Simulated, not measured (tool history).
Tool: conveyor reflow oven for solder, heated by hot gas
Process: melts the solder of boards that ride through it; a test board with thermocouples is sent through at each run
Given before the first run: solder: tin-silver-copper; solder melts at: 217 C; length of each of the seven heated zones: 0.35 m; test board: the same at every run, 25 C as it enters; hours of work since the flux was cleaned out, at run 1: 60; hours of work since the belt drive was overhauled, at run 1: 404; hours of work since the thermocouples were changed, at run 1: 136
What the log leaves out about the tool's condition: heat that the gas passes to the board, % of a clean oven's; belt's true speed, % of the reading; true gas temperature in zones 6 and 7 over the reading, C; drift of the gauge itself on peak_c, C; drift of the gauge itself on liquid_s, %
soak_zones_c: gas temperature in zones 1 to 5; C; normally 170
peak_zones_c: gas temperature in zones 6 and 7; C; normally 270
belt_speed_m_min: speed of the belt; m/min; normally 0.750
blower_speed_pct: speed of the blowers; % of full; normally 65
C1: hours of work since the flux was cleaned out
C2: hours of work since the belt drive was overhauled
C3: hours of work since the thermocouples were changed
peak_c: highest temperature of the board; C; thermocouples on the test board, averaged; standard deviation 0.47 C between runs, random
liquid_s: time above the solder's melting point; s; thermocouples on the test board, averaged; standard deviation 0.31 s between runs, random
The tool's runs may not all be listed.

run 1 hour=0.0 | soak_zones_c=170 peak_zones_c=270 belt_speed_m_min=0.750 blower_speed_pct=65 | C1=60 C2=404 C3=136 | peak_c=255.3 liquid_s=42.7
run 2 hour=8.5 | soak_zones_c=170 peak_zones_c=270 belt_speed_m_min=0.750 blower_speed_pct=65 | C1=66 C2=410 C3=142 | peak_c=255.6 liquid_s=42.1
run 3 hour=18.0 | soak_zones_c=170 peak_zones_c=270 belt_speed_m_min=0.750 blower_speed_pct=65 | C1=73 C2=417 C3=149 | peak_c=255.2 liquid_s=42.7
run 4 hour=26.5 | soak_zones_c=170 peak_zones_c=270 belt_speed_m_min=0.750 blower_speed_pct=65 | C1=79 C2=423 C3=155 | peak_c=255.0 liquid_s=42.9
run 5 hour=31.9 | soak_zones_c=170 peak_zones_c=270 belt_speed_m_min=0.750 blower_speed_pct=65 | C1=83 C2=427 C3=159 | peak_c=254.5 liquid_s=42.6
run 6 hour=43.3 | soak_zones_c=170 peak_zones_c=270 belt_speed_m_min=0.750 blower_speed_pct=65 | C1=91 C2=435 C3=167 | peak_c=254.5 liquid_s=42.4
run 7 hour=52.0 | soak_zones_c=170 peak_zones_c=270 belt_speed_m_min=0.750 blower_speed_pct=65 | C1=98 C2=441 C3=174 | peak_c=254.7 liquid_s=43.3
run 8 hour=57.4 | soak_zones_c=170 peak_zones_c=270 belt_speed_m_min=0.750 blower_speed_pct=65 | C1=101 C2=445 C3=178 | peak_c=254.7 liquid_s=42.1
run 9 hour=65.2 | soak_zones_c=170 peak_zones_c=270 belt_speed_m_min=0.750 blower_speed_pct=65 | C1=107 C2=451 C3=183 | peak_c=254.8 liquid_s=42.7
run 10 hour=72.9 | soak_zones_c=170 peak_zones_c=270 belt_speed_m_min=0.750 blower_speed_pct=65 | C1=113 C2=457 C3=189 | peak_c=255.6 liquid_s=42.8
run 11 hour=77.9 | soak_zones_c=170 peak_zones_c=270 belt_speed_m_min=0.750 blower_speed_pct=62 | C1=116 C2=460 C3=192 | peak_c=254.2 liquid_s=41.9
run 12 hour=83.6 | soak_zones_c=170 peak_zones_c=270 belt_speed_m_min=0.750 blower_speed_pct=62 | C1=120 C2=464 C3=196 | peak_c=254.4 liquid_s=42.8
run 13 hour=95.2 | soak_zones_c=174 peak_zones_c=270 belt_speed_m_min=0.630 blower_speed_pct=65 | C1=129 C2=473 C3=205 | peak_c=260.4 liquid_s=56.0
run 14 hour=105.3 | soak_zones_c=177 peak_zones_c=267 belt_speed_m_min=0.750 blower_speed_pct=65 | C1=136 C2=480 C3=212 | peak_c=252.7 liquid_s=43.7
run 15 hour=112.2 | soak_zones_c=170 peak_zones_c=274 belt_speed_m_min=0.750 blower_speed_pct=65 | C1=141 C2=485 C3=217 | peak_c=258.0 liquid_s=44.6
run 16 hour=117.7 | soak_zones_c=170 peak_zones_c=271 belt_speed_m_min=0.750 blower_speed_pct=59 | C1=145 C2=489 C3=221 | peak_c=255.0 liquid_s=42.1
run 17 hour=124.9 | soak_zones_c=174 peak_zones_c=271 belt_speed_m_min=0.750 blower_speed_pct=84 | C1=150 C2=494 C3=226 | peak_c=259.1 liquid_s=45.7
run 18 hour=132.9 | soak_zones_c=174 peak_zones_c=271 belt_speed_m_min=0.750 blower_speed_pct=84 | C1=156 C2=500 C3=232 | peak_c=259.6 liquid_s=46.1
run 19 hour=138.6 | soak_zones_c=174 peak_zones_c=271 belt_speed_m_min=0.750 blower_speed_pct=84 | C1=160 C2=504 C3=236 | peak_c=258.5 liquid_s=46.0
run 20 hour=148.2 | soak_zones_c=176 peak_zones_c=282 belt_speed_m_min=0.881 blower_speed_pct=84 | C1=167 C2=511 C3=243 | peak_c=265.4 liquid_s=40.9
run 21 hour=158.8 | soak_zones_c=176 peak_zones_c=282 belt_speed_m_min=0.881 blower_speed_pct=84 | C1=175 C2=518 C3=251 | peak_c=264.7 liquid_s=40.6
run 22 hour=169.2 | soak_zones_c=176 peak_zones_c=282 belt_speed_m_min=0.881 blower_speed_pct=84 | C1=182 C2=526 C3=258 | peak_c=265.8 liquid_s=40.8
run 23 hour=179.7 | soak_zones_c=170 peak_zones_c=270 belt_speed_m_min=0.760 blower_speed_pct=65 | C1=190 C2=534 C3=266 | peak_c=254.8 liquid_s=41.7

For run 24, what comes out?
run 24 hour=185.1 | soak_zones_c=183 peak_zones_c=270 belt_speed_m_min=0.613 blower_speed_pct=79 | C1=194 C2=537 C3=270 | peak_c=? liquid_s=?

{"run 24": {"peak_c": 263.2, "liquid_s": 61.9}}
With no hidden state in the tool, this same run would have given peak_c 263.2 C, liquid_s 61.9 s.
